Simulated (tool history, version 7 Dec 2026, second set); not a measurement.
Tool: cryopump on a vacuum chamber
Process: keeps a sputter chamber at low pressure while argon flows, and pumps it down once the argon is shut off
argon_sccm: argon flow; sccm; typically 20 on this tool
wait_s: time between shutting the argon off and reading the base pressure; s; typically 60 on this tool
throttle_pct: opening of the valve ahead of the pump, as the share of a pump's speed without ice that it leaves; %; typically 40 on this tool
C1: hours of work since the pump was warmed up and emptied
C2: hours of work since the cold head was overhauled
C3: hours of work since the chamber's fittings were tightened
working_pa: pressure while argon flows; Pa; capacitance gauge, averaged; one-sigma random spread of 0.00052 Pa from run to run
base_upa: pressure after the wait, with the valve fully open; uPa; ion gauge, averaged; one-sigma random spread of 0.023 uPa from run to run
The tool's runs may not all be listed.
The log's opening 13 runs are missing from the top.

run 14 hour=1055.9 | argon_sccm=20 wait_s=60 throttle_pct=40 | C1=396 C2=1977 C3=952 | working_pa=0.0375 base_upa=1.05
run 15 hour=1163.9 | argon_sccm=20 wait_s=60 throttle_pct=40 | C1=447 C2=2028 C3=1002 | working_pa=0.0377 base_upa=1.02
run 16 hour=1258.0 | argon_sccm=20 wait_s=60 throttle_pct=40 | C1=491 C2=2072 C3=1046 | working_pa=0.0375 base_upa=1.08
run 17 hour=1370.2 | argon_sccm=20 wait_s=60 throttle_pct=40 | C1=543 C2=2124 C3=1099 | working_pa=0.0378 base_upa=1.11
run 18 hour=1424.4 | argon_sccm=21 wait_s=22 throttle_pct=40 | C1=569 C2=2150 C3=1124 | working_pa=0.0402 base_upa=2.36
run 19 hour=1479.8 | argon_sccm=20 wait_s=30 throttle_pct=34 | C1=595 C2=2175 C3=1150 | working_pa=0.0450 base_upa=1.82
run 20 hour=1542.4 | argon_sccm=20 wait_s=59 throttle_pct=26 | C1=624 C2=2205 C3=1179 | working_pa=0.0573 base_upa=1.15
run 21 hour=1631.7 | argon_sccm=20 wait_s=59 throttle_pct=26 | C1=666 C2=2246 C3=1221 | working_pa=0.0574 base_upa=1.16
run 22 hour=1699.2 | argon_sccm=20 wait_s=25 throttle_pct=17 | C1=697 C2=2278 C3=1253 | working_pa=0.0861 base_upa=2.07
run 23 hour=1754.1 | argon_sccm=20 wait_s=25 throttle_pct=17 | C1=723 C2=2304 C3=1278 | working_pa=0.0872 base_upa=2.13
run 24 hour=1806.1 | argon_sccm=17 wait_s=77 throttle_pct=18 | C1=747 C2=2328 C3=1303 | working_pa=0.0706 base_upa=1.02
run 25 hour=1860.0 | argon_sccm=11 wait_s=189 throttle_pct=40 | C1=772 C2=2353 C3=1328 | working_pa=0.0221 base_upa=0.68
-- hour=1904.2 pump warmed up, emptied and cooled again
run 26 hour=1955.2 | argon_sccm=11 wait_s=189 throttle_pct=50 | C1=24 C2=2395 C3=1370 | working_pa=0.0154 base_upa=0.61
run 27 hour=2003.9 | argon_sccm=11 wait_s=189 throttle_pct=50 | C1=47 C2=2418 C3=1393 | working_pa=0.0157 base_upa=0.60
run 28 hour=2109.6 | argon_sccm=11 wait_s=189 throttle_pct=50 | C1=96 C2=2468 C3=1442 | working_pa=0.0159 base_upa=0.59
run 29 hour=2170.3 | argon_sccm=38 wait_s=62 throttle_pct=28 | C1=124 C2=2496 C3=1471 | working_pa=0.0960 base_upa=1.05
run 30 hour=2257.5 | argon_sccm=35 wait_s=129 throttle_pct=40 | C1=165 C2=2537 C3=1512 | working_pa=0.0616 base_upa=0.70
run 31 hour=2370.2 | argon_sccm=14 wait_s=129 throttle_pct=25 | C1=218 C2=2590 C3=1564 | working_pa=0.0399 base_upa=0.75
run 32 hour=2456.3 | argon_sccm=14 wait_s=129 throttle_pct=25 | C1=258 C2=2630 C3=1605 | working_pa=0.0399 base_upa=0.81
run 33 hour=2509.5 | argon_sccm=14 wait_s=129 throttle_pct=25 | C1=283 C2=2655 C3=1629 | working_pa=0.0396 base_upa=0.75

3 ways to go on from here, each from the tool as it stands after run 33. What would each give?
run A hour=2618.8 | argon_sccm=29 wait_s=261 throttle_pct=54 | C1=334 C2=2706 C3=1681 | working_pa=? base_upa=?
run B hour=2618.8 | argon_sccm=32 wait_s=60 throttle_pct=39 | C1=334 C2=2706 C3=1681 | working_pa=? base_upa=?
run C hour=2618.8 | argon_sccm=20 wait_s=129 throttle_pct=25 | C1=334 C2=2706 C3=1681 | working_pa=? base_upa=?

run=A working_pa=0.0414 base_upa=0.60
run=B working_pa=0.0600 base_upa=1.14
run=C working_pa=0.0578 base_upa=0.76
Without the tool's hidden state the same runs would have given:
run=A working_pa=0.0383 base_upa=0.27
run=B working_pa=0.0566 base_upa=0.80
run=C working_pa=0.0556 base_upa=0.42

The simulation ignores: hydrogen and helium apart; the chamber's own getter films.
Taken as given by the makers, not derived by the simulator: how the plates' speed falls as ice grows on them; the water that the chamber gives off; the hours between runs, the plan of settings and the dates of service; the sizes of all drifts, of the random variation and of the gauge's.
